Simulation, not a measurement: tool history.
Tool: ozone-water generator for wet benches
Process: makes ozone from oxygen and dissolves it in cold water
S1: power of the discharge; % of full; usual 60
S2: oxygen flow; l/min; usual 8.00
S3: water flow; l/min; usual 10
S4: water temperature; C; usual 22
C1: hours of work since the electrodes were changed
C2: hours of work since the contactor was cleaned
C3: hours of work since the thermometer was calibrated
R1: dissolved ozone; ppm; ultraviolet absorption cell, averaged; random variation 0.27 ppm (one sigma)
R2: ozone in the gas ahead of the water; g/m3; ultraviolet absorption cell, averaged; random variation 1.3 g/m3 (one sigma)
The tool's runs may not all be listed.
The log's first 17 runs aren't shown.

run 18 hour=1362.3 | S1=72 S2=4.39 S3=10 S4=25 | C1=3731 C2=193 C3=3731 | R1=51.8 R2=380.1
run 19 hour=1409.4 | S1=72 S2=4.39 S3=10 S4=25 | C1=3765 C2=227 C3=3765 | R1=51.2 R2=378.9
run 20 hour=1484.5 | S1=72 S2=4.39 S3=10 S4=25 | C1=3819 C2=281 C3=3819 | R1=51.9 R2=376.3
run 21 hour=1582.6 | S1=72 S2=13.28 S3=8 S4=25 | C1=3889 C2=351 C3=3889 | R1=40.5 R2=206.7
run 22 hour=1680.7 | S1=87 S2=4.22 S3=13 S4=22 | C1=3960 C2=422 C3=3960 | R1=54.7 R2=446.9
run 23 hour=1762.6 | S1=60 S2=6.33 S3=10 S4=22 | C1=4018 C2=480 C3=4018 | R1=44.5 R2=269.0
-- hour=1769.3 water thermometer calibrated
run 24 hour=1811.9 | S1=87 S2=8.00 S3=10 S4=21 | C1=4053 C2=515 C3=30 | R1=56.6 R2=313.2
run 25 hour=1857.4 | S1=87 S2=9.96 S3=10 S4=26 | C1=4086 C2=548 C3=63 | R1=46.8 R2=276.3
run 26 hour=1908.6 | S1=63 S2=9.96 S3=11 S4=26 | C1=4123 C2=585 C3=100 | R1=34.8 R2=217.8
run 27 hour=1974.7 | S1=63 S2=9.96 S3=11 S4=26 | C1=4170 C2=632 C3=147 | R1=35.4 R2=216.7
run 28 hour=2058.6 | S1=65 S2=5.08 S3=7 S4=14 | C1=4230 C2=692 C3=207 | R1=69.4 R2=320.3
run 29 hour=2158.4 | S1=65 S2=5.08 S3=7 S4=14 | C1=4302 C2=764 C3=279 | R1=70.0 R2=322.4
run 30 hour=2256.2 | S1=42 S2=8.00 S3=10 S4=22 | C1=4372 C2=834 C3=349 | R1=31.7 R2=179.3
run 31 hour=2309.5 | S1=47 S2=4.14 S3=10 S4=22 | C1=4410 C2=872 C3=387 | R1=40.0 R2=282.4
run 32 hour=2379.2 | S1=47 S2=4.14 S3=10 S4=22 | C1=4460 C2=922 C3=437 | R1=40.0 R2=279.3

5 ways to go on from here, each from the tool as it stands after run 32. What would each give?
run A hour=2446.9 | S1=60 S2=6.88 S3=10 S4=18 | C1=4508 C2=971 C3=486 | R1=? R2=?
run B hour=2446.9 | S1=42 S2=12.43 S3=10 S4=24 | C1=4508 C2=971 C3=486 | R1=? R2=?
run C hour=2446.9 | S1=81 S2=4.14 S3=10 S4=22 | C1=4508 C2=971 C3=486 | R1=? R2=?
run D hour=2446.9 | S1=47 S2=7.74 S3=6 S4=22 | C1=4508 C2=971 C3=486 | R1=? R2=?
run E hour=2446.9 | S1=83 S2=4.14 S3=15 S4=22 | C1=4508 C2=971 C3=486 | R1=? R2=?

run=A R1=47.7 R2=255.4
run=B R1=25.9 R2=141.6
run=C R1=60.9 R2=426.1
run=D R1=42.5 R2=200.6
run=E R1=47.2 R2=432.9
Without the tool's hidden state the same runs would have given:
run=A R1=47.7 R2=255.5
run=B R1=26.0 R2=141.7
run=C R1=60.9 R2=426.5
run=D R1=42.5 R2=200.7
run=E R1=47.2 R2=433.3

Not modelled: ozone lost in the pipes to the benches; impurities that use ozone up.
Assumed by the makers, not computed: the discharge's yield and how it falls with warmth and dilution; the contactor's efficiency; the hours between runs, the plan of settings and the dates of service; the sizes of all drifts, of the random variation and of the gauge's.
